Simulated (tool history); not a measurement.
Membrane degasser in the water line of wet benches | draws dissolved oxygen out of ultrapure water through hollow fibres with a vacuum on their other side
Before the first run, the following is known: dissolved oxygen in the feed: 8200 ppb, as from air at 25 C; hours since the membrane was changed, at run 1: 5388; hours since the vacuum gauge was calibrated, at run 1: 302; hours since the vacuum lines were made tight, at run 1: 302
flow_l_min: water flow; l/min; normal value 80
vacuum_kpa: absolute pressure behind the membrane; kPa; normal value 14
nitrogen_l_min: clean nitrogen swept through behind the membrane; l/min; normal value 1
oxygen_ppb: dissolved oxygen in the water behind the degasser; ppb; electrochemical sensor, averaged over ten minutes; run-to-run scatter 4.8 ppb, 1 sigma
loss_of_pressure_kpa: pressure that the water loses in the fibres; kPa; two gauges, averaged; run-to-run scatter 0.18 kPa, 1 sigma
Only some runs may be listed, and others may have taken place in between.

run    hour  flow_l_min  vacuum_kpa  nitrogen_l_min  hours since the membrane was changed  hours since the vacuum gauge was calibrated  hours since the vacuum lines were made tight  oxygen_ppb  loss_of_pressure_kpa
  1       0          80          14               1                                  5388                                          302                                           302      1395.4                 35.39
  2   100.3          96          14               1                                  5488                                          403                                           403        1564                 42.58
  3   202.7          80          14               1                                  5590                                          505                                           505        1381                 34.92
  4   338.5          80          14               1                                  5726                                          641                                           641      1378.3                 35.27
  5   414.9          80          14            1.35                                  5802                                          717                                           717      1162.6                 35.52
  6   511.5          80          14            1.35                                  5899                                          814                                           814      1155.9                  35.5
  7   627.3          80          14               1                                  6015                                          930                                           930      1388.1                 35.47
  8   738.2          80          14               1                                  6126                                         1041                                          1041      1382.9                 35.25
  9     869          80          14               1                                  6256                                         1171                                          1171      1374.9                 35.45
 10   939.8          80          14               1                                  6327                                         1242                                          1242      1370.6                 35.27
 11  1021.8          80          14            0.49                                  6409                                         1324                                          1324      1986.5                 35.26
 12  1141.9          80          14            0.49                                  6529                                         1444                                          1444      1983.5                 35.13
 13  1274.6          80        17.1            0.49                                  6662                                         1577                                          1577        2404                 35.49
 14  1393.6          60        19.1             0.6                                  6781                                         1696                                          1696      2070.2                  26.4
 15  1514.3          60        34.7             0.6                                  6902                                         1817                                          1817      3421.2                 26.24
 16  1633.2          80          14            2.94                                  7021                                         1936                                          1936       703.3                 35.67
 17  1731.5          50         8.7               1                                  7119                                         2034                                          2034       547.2                  22.1
 18  1791.9          50         8.7               1                                  7179                                         2094                                          2094       543.8                 22.14
 19  1924.5          53          15            0.46                                  7312                                         2227                                          2227      1749.1                 23.22
 20  2055.5          80        21.1            1.01                                  7443                                         2358                                          2358      2051.8                  35.1
 21    2141          80        21.1            1.01                                  7529                                         2443                                          2443      2037.3                 35.13
 22  2233.8         120        33.4            0.99                                  7621                                         2536                                          2536      3698.3                 52.78
 23  2301.8         120        33.4            0.99                                  7689                                         2604                                          2604      3700.2                  52.9
 24  2390.9          98         8.5            2.97                                  7778                                         2693                                          2693       519.3                 43.45

What if the next run were any one of these 3? Each begins from the tool's condition after run 24:
  A  2474.6          98        15.8            2.97                                  7862                                         2777                                          2777           ?                     ?
  B  2474.6          75        16.6            0.61                                  7862                                         2777                                          2777           ?                     ?
  C  2474.6          98         8.5            0.56                                  7862                                         2777                                          2777           ?                     ?

run  oxygen_ppb  loss_of_pressure_kpa
  A       951.9                 43.37
  B      2036.7                  33.4
  C      1176.2                 43.29
Had the tool no hidden state, the same runs would have come out as:
run  oxygen_ppb  loss_of_pressure_kpa
  A       951.5                 43.35
  B      2036.4                 33.38
  C      1175.6                 43.27
